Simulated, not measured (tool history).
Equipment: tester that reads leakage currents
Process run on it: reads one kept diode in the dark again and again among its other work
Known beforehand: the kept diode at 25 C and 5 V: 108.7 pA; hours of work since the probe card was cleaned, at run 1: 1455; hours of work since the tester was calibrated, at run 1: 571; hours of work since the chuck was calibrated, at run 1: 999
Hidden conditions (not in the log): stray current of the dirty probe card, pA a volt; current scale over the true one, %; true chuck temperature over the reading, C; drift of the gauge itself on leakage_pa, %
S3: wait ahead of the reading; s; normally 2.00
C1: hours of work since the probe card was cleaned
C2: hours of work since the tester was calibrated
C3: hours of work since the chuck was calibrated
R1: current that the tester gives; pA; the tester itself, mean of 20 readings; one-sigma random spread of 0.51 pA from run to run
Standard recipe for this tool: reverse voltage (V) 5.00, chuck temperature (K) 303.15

{"run": 1, "hour": 0.0, "reverse voltage (V)": 5.0, "chuck temperature (K)": 303.15, "S3": 2.0, "C1": 1455, "C2": 571, "C3": 999, "R1": 167.35}
{"run": 2, "hour": 15.5, "reverse voltage (V)": 5.0, "chuck temperature (K)": 303.15, "S3": 2.0, "C1": 1464, "C2": 580, "C3": 1008, "R1": 168.14}
{"run": 3, "hour": 45.4, "reverse voltage (V)": 7.3, "chuck temperature (K)": 303.15, "S3": 2.0, "C1": 1482, "C2": 598, "C3": 1026, "R1": 190.86}
{"run": 4, "hour": 73.7, "reverse voltage (V)": 7.3, "chuck temperature (K)": 303.15, "S3": 2.0, "C1": 1499, "C2": 615, "C3": 1042, "R1": 191.69}
{"run": 5, "hour": 101.8, "reverse voltage (V)": 11.61, "chuck temperature (K)": 303.15, "S3": 2.0, "C1": 1515, "C2": 631, "C3": 1059, "R1": 223.33}
{"hour": 109.8, "done": "probe card cleaned and baked"}
{"run": 6, "hour": 133.9, "reverse voltage (V)": 11.61, "chuck temperature (K)": 303.15, "S3": 2.0, "C1": 14, "C2": 649, "C3": 1076, "R1": 223.3}
{"run": 7, "hour": 150.9, "reverse voltage (V)": 11.61, "chuck temperature (K)": 303.15, "S3": 2.0, "C1": 24, "C2": 659, "C3": 1086, "R1": 222.64}
{"run": 8, "hour": 176.9, "reverse voltage (V)": 5.0, "chuck temperature (K)": 308.15, "S3": 2.0, "C1": 40, "C2": 674, "C3": 1102, "R1": 255.07}
{"run": 9, "hour": 202.9, "reverse voltage (V)": 5.0, "chuck temperature (K)": 303.15, "S3": 2.0, "C1": 55, "C2": 689, "C3": 1117, "R1": 167.68}
{"run": 10, "hour": 217.6, "reverse voltage (V)": 5.0, "chuck temperature (K)": 303.15, "S3": 2.0, "C1": 64, "C2": 698, "C3": 1126, "R1": 167.74}
{"run": 11, "hour": 241.3, "reverse voltage (V)": 5.0, "chuck temperature (K)": 303.15, "S3": 2.0, "C1": 78, "C2": 712, "C3": 1140, "R1": 168.73}
{"run": 12, "hour": 266.7, "reverse voltage (V)": 5.0, "chuck temperature (K)": 303.15, "S3": 2.0, "C1": 93, "C2": 727, "C3": 1155, "R1": 167.83}
{"run": 13, "hour": 296.5, "reverse voltage (V)": 5.0, "chuck temperature (K)": 303.15, "S3": 2.0, "C1": 110, "C2": 745, "C3": 1172, "R1": 168.03}
{"run": 14, "hour": 322.3, "reverse voltage (V)": 8.5, "chuck temperature (K)": 317.15, "S3": 2.0, "C1": 126, "C2": 760, "C3": 1188, "R1": 618.08}
{"run": 15, "hour": 343.9, "reverse voltage (V)": 8.5, "chuck temperature (K)": 313.15, "S3": 0.48, "C1": 139, "C2": 773, "C3": 1201, "R1": 453.42}
{"run": 16, "hour": 375.2, "reverse voltage (V)": 12.62, "chuck temperature (K)": 323.15, "S3": 1.08, "C1": 157, "C2": 791, "C3": 1219, "R1": 1098.54}
{"run": 17, "hour": 392.9, "reverse voltage (V)": 3.88, "chuck temperature (K)": 312.15, "S3": 2.34, "C1": 168, "C2": 802, "C3": 1230, "R1": 321.32}
{"run": 18, "hour": 412.2, "reverse voltage (V)": 14.04, "chuck temperature (K)": 303.15, "S3": 0.42, "C1": 179, "C2": 813, "C3": 1241, "R1": 247.8}
{"run": 19, "hour": 443.8, "reverse voltage (V)": 1.1, "chuck temperature (K)": 297.15, "S3": 3.37, "C1": 198, "C2": 832, "C3": 1260, "R1": 60.61}
{"run": 20, "hour": 470.3, "reverse voltage (V)": 1.1, "chuck temperature (K)": 297.15, "S3": 3.37, "C1": 213, "C2": 848, "C3": 1275, "R1": 60.57}
{"run": 21, "hour": 493.9, "reverse voltage (V)": 1.1, "chuck temperature (K)": 297.15, "S3": 3.37, "C1": 227, "C2": 862, "C3": 1289, "R1": 60.33}
{"run": 22, "hour": 515.3, "reverse voltage (V)": 5.31, "chuck temperature (K)": 304.15, "S3": 2.69, "C1": 240, "C2": 874, "C3": 1302, "R1": 186.02}
{"run": 23, "hour": 542.3, "reverse voltage (V)": 11.64, "chuck temperature (K)": 309.15, "S3": 2.94, "C1": 256, "C2": 890, "C3": 1318, "R1": 362.94}
{"run": 24, "hour": 559.2, "reverse voltage (V)": 1.86, "chuck temperature (K)": 310.15, "S3": 0.46, "C1": 266, "C2": 900, "C3": 1328, "R1": 215.6}
{"run": 25, "hour": 580.5, "reverse voltage (V)": 6.14, "chuck temperature (K)": 324.15, "S3": 0.37, "C1": 279, "C2": 913, "C3": 1341, "R1": 939.29}

5 options for the next run, each taken on its own from the tool as it stands now. Forecast them:
{"run": "A", "hour": 606.5, "reverse voltage (V)": 11.21, "chuck temperature (K)": 303.15, "S3": 2.0, "C1": 294, "C2": 928, "C3": 1356, "R1": "?"}
{"run": "B", "hour": 606.5, "reverse voltage (V)": 5.0, "chuck temperature (K)": 296.15, "S3": 2.0, "C1": 294, "C2": 928, "C3": 1356, "R1": "?"}
{"run": "C", "hour": 606.5, "reverse voltage (V)": 5.0, "chuck temperature (K)": 300.15, "S3": 2.36, "C1": 294, "C2": 928, "C3": 1356, "R1": "?"}
{"run": "D", "hour": 606.5, "reverse voltage (V)": 1.28, "chuck temperature (K)": 305.15, "S3": 1.12, "C1": 294, "C2": 928, "C3": 1356, "R1": "?"}
{"run": "E", "hour": 606.5, "reverse voltage (V)": 2.06, "chuck temperature (K)": 317.15, "S3": 2.0, "C1": 294, "C2": 928, "C3": 1356, "R1": "?"}

run=A R1=221.00
run=B R1=92.02
run=C R1=129.73
run=D R1=126.76
run=E R1=384.74
With no hidden state in the tool, these same runs would have given:
run=A R1=221.17
run=B R1=92.09
run=C R1=129.84
run=D R1=126.90
run=E R1=385.15

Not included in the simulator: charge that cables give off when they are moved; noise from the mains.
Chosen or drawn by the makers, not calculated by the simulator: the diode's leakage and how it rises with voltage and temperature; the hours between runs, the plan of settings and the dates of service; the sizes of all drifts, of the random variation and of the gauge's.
